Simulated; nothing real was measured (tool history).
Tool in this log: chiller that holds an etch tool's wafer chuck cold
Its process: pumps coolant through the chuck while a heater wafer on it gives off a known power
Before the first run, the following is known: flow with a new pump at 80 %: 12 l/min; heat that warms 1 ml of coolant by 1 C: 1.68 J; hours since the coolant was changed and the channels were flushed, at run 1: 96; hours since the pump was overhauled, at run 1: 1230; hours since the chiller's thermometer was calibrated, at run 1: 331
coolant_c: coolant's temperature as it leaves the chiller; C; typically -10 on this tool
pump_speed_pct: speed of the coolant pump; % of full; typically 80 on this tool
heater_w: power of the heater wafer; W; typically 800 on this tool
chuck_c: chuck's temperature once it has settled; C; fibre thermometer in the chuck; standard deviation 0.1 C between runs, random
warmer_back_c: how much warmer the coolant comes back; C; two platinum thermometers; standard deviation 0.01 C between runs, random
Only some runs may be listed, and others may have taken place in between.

run	hour	coolant_c	pump_speed_pct	heater_w	hours since the coolant was changed and the channels were flushed	hours since the pump was overhauled	hours since the chiller's thermometer was calibrated	chuck_c	warmer_back_c
1	0	-10	80	800	96	1230	331	-5.1	2.389
2	79.9	-10	80	483	176	1309	411	-6.9	1.442
3	151	-10	80	483	247	1381	482	-7	1.437
4	262.9	-10	80	483	359	1492	594	-7	1.425
5	356.5	-10	80	483	453	1586	688	-6.9	1.456
6	419.4	-10	80	483	516	1649	751	-6.9	1.447
7	536.7	-10	80	483	633	1766	868	-6.9	1.436
8	622	-10	80	483	718	1852	953	-7.1	1.451
9	702.2	-10	82	800	798	1932	1033	-5.1	2.325
10	801.9	-10	79	800	898	2031	1133	-4.9	2.414
11	856.6	-10	79	800	953	2086	1188	-4.5	2.407
12	959.1	-10	80	800	1055	2189	1290	-5.1	2.39
13	1076.4	-10	80	800	1173	2306	1408	-4.8	2.386
14	1174.5	-10	80	800	1271	2404	1506	-5	2.381
15	1242.6	-10	74	800	1339	2472	1574	-4.5	2.562
16	1349.2	-10	74	800	1445	2579	1680	-4.6	2.585
17	1420.1	-3	90	442	1516	2650	1751	-0.5	1.166
18	1472.1	-16	94	1095	1568	2702	1803	-9.9	2.784
19	1536.6	-16	97	1003	1633	2766	1868	-10.7	2.46
20	1603.9	-17	76	508	1700	2833	1935	-13.7	1.59
21	1688	-6	73	508	1784	2918	2019	-2.4	1.662
22	1789.2	-6	73	508	1885	3019	2120	-2.7	1.642
23	1901.7	-8	82	800	1998	3131	2233	-2.8	2.324
24	2020.8	-8	82	800	2117	3250	2352	-3.1	2.32
25	2110.5	-12	80	788	2207	3340	2442	-6.9	2.347
# hour 2211.4: coolant pump overhauled
26	2218.7	-19	100	932	2310	7	2545	-13.9	2.22
27	2300.1	-19	100	932	2391	89	2626	-13.9	2.241
28	2398	-13	91	654	2489	187	2724	-9.3	1.714
29	2455.7	-13	91	654	2547	244	2782	-9.2	1.721
30	2554.1	-13	91	654	2645	343	2880	-9.2	1.704
31	2616.2	-9	82	614	2707	405	2942	-5	1.768
32	2733.6	-9	90	971	2825	522	3060	-3.4	2.575

Forecast each of these 4 alternatives for the next run:
A	2839	-9	89	971	2930	628	3165	?	?
B	2839	-10	72	1070	2930	628	3165	?	?
C	2839	-17	78	421	2930	628	3165	?	?
D	2839	-9	70	971	2930	628	3165	?	?

run	chuck_c	warmer_back_c
A	-3.3	2.601
B	-2.5	3.511
C	-14.4	1.276
D	-2	3.302
Had the tool no hidden state, the same runs would have come out as:
run	chuck_c	warmer_back_c
A	-3.3	2.601
B	-2.5	3.51
C	-14.4	1.275
D	-2.1	3.301

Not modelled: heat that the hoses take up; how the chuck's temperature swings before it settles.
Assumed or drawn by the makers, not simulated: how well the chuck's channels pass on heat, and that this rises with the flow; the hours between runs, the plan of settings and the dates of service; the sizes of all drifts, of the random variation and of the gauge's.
